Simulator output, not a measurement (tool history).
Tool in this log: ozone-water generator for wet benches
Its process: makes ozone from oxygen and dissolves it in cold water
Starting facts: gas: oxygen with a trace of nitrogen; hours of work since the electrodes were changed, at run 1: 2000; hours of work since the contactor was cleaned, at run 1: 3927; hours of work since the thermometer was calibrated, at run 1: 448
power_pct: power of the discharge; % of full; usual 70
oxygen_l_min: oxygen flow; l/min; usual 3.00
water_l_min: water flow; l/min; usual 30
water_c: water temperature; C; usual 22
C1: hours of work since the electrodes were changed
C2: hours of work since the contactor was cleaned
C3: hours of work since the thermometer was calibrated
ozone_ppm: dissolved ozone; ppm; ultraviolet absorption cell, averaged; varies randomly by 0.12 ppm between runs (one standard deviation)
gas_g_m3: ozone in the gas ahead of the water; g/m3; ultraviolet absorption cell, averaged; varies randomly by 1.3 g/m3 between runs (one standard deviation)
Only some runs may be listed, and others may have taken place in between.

{"run": 1, "hour": 0.0, "power_pct": 70, "oxygen_l_min": 3.0, "water_l_min": 30, "water_c": 22, "C1": 2000, "C2": 3927, "C3": 448, "ozone_ppm": 9.3, "gas_g_m3": 208.5}
{"run": 2, "hour": 25.4, "power_pct": 70, "oxygen_l_min": 3.0, "water_l_min": 30, "water_c": 22, "C1": 2021, "C2": 3949, "C3": 470, "ozone_ppm": 9.2, "gas_g_m3": 208.6}
{"run": 3, "hour": 82.8, "power_pct": 70, "oxygen_l_min": 3.0, "water_l_min": 30, "water_c": 22, "C1": 2070, "C2": 3997, "C3": 518, "ozone_ppm": 9.3, "gas_g_m3": 206.9}
{"run": 4, "hour": 142.5, "power_pct": 94, "oxygen_l_min": 3.0, "water_l_min": 30, "water_c": 22, "C1": 2120, "C2": 4048, "C3": 569, "ozone_ppm": 11.0, "gas_g_m3": 246.3}
{"run": 5, "hour": 193.5, "power_pct": 88, "oxygen_l_min": 3.0, "water_l_min": 30, "water_c": 22, "C1": 2163, "C2": 4091, "C3": 612, "ozone_ppm": 10.5, "gas_g_m3": 234.3}
{"run": 6, "hour": 224.4, "power_pct": 70, "oxygen_l_min": 3.73, "water_l_min": 30, "water_c": 22, "C1": 2189, "C2": 4117, "C3": 638, "ozone_ppm": 9.4, "gas_g_m3": 180.5}
{"run": 7, "hour": 265.9, "power_pct": 70, "oxygen_l_min": 3.73, "water_l_min": 30, "water_c": 22, "C1": 2224, "C2": 4152, "C3": 673, "ozone_ppm": 9.5, "gas_g_m3": 180.3}
{"run": 8, "hour": 318.0, "power_pct": 70, "oxygen_l_min": 3.0, "water_l_min": 30, "water_c": 22, "C1": 2268, "C2": 4196, "C3": 717, "ozone_ppm": 9.2, "gas_g_m3": 203.8}
{"hour": 326.4, "done": "contactor cleaned"}
{"run": 9, "hour": 356.6, "power_pct": 41, "oxygen_l_min": 3.0, "water_l_min": 30, "water_c": 22, "C1": 2298, "C2": 25, "C3": 746, "ozone_ppm": 7.3, "gas_g_m3": 150.6}
{"run": 10, "hour": 390.1, "power_pct": 70, "oxygen_l_min": 3.0, "water_l_min": 30, "water_c": 22, "C1": 2326, "C2": 54, "C3": 774, "ozone_ppm": 10.0, "gas_g_m3": 204.0}
{"run": 11, "hour": 444.2, "power_pct": 70, "oxygen_l_min": 3.0, "water_l_min": 30, "water_c": 22, "C1": 2372, "C2": 99, "C3": 820, "ozone_ppm": 9.8, "gas_g_m3": 205.3}
{"run": 12, "hour": 480.6, "power_pct": 70, "oxygen_l_min": 3.0, "water_l_min": 30, "water_c": 22, "C1": 2402, "C2": 130, "C3": 851, "ozone_ppm": 9.8, "gas_g_m3": 203.7}
{"run": 13, "hour": 513.6, "power_pct": 70, "oxygen_l_min": 3.0, "water_l_min": 30, "water_c": 22, "C1": 2430, "C2": 158, "C3": 879, "ozone_ppm": 9.9, "gas_g_m3": 202.6}
{"run": 14, "hour": 562.7, "power_pct": 70, "oxygen_l_min": 1.91, "water_l_min": 30, "water_c": 19, "C1": 2472, "C2": 200, "C3": 920, "ozone_ppm": 9.1, "gas_g_m3": 270.3}
{"run": 15, "hour": 594.2, "power_pct": 70, "oxygen_l_min": 4.46, "water_l_min": 30, "water_c": 18, "C1": 2498, "C2": 226, "C3": 947, "ozone_ppm": 10.5, "gas_g_m3": 158.5}
{"hour": 599.2, "done": "water thermometer calibrated"}
{"run": 16, "hour": 637.9, "power_pct": 70, "oxygen_l_min": 4.46, "water_l_min": 30, "water_c": 18, "C1": 2535, "C2": 263, "C3": 33, "ozone_ppm": 10.3, "gas_g_m3": 157.4}
{"run": 17, "hour": 670.0, "power_pct": 78, "oxygen_l_min": 3.0, "water_l_min": 30, "water_c": 22, "C1": 2562, "C2": 290, "C3": 60, "ozone_ppm": 10.3, "gas_g_m3": 216.3}
{"run": 18, "hour": 721.4, "power_pct": 78, "oxygen_l_min": 3.0, "water_l_min": 30, "water_c": 22, "C1": 2605, "C2": 333, "C3": 103, "ozone_ppm": 10.2, "gas_g_m3": 212.2}
{"run": 19, "hour": 751.9, "power_pct": 96, "oxygen_l_min": 4.01, "water_l_min": 30, "water_c": 17, "C1": 2631, "C2": 359, "C3": 129, "ozone_ppm": 12.6, "gas_g_m3": 199.4}
{"run": 20, "hour": 780.8, "power_pct": 96, "oxygen_l_min": 4.01, "water_l_min": 30, "water_c": 17, "C1": 2655, "C2": 383, "C3": 153, "ozone_ppm": 12.4, "gas_g_m3": 199.2}
{"run": 21, "hour": 820.9, "power_pct": 96, "oxygen_l_min": 4.01, "water_l_min": 30, "water_c": 17, "C1": 2689, "C2": 417, "C3": 187, "ozone_ppm": 12.4, "gas_g_m3": 199.1}
{"run": 22, "hour": 850.9, "power_pct": 61, "oxygen_l_min": 4.01, "water_l_min": 23, "water_c": 17, "C1": 2715, "C2": 442, "C3": 212, "ozone_ppm": 12.1, "gas_g_m3": 154.5}
{"hour": 884.5, "done": "water thermometer calibrated, once more"}
{"run": 23, "hour": 904.6, "power_pct": 61, "oxygen_l_min": 4.01, "water_l_min": 23, "water_c": 17, "C1": 2759, "C2": 487, "C3": 17, "ozone_ppm": 12.1, "gas_g_m3": 155.1}
{"run": 24, "hour": 953.9, "power_pct": 85, "oxygen_l_min": 3.95, "water_l_min": 30, "water_c": 22, "C1": 2801, "C2": 529, "C3": 59, "ozone_ppm": 10.6, "gas_g_m3": 186.5}

3 options for the next run, each taken on its own from the tool as it stands now. Forecast them:
{"run": "A", "hour": 981.1, "power_pct": 85, "oxygen_l_min": 3.32, "water_l_min": 30, "water_c": 14, "C1": 2824, "C2": 552, "C3": 82, "ozone_ppm": "?", "gas_g_m3": "?"}
{"run": "B", "hour": 981.1, "power_pct": 50, "oxygen_l_min": 4.9, "water_l_min": 45, "water_c": 22, "C1": 2824, "C2": 552, "C3": 82, "ozone_ppm": "?", "gas_g_m3": "?"}
{"run": "C", "hour": 981.1, "power_pct": 85, "oxygen_l_min": 3.95, "water_l_min": 23, "water_c": 22, "C1": 2824, "C2": 552, "C3": 82, "ozone_ppm": "?", "gas_g_m3": "?"}

run=A ozone_ppm=11.4 gas_g_m3=208.0
run=B ozone_ppm=5.7 gas_g_m3=122.3
run=C ozone_ppm=13.6 gas_g_m3=187.2
Without the tool's unlogged condition, the same runs would have read:
run=A ozone_ppm=13.7 gas_g_m3=246.8
run=B ozone_ppm=6.5 gas_g_m3=138.2
run=C ozone_ppm=16.4 gas_g_m3=222.0

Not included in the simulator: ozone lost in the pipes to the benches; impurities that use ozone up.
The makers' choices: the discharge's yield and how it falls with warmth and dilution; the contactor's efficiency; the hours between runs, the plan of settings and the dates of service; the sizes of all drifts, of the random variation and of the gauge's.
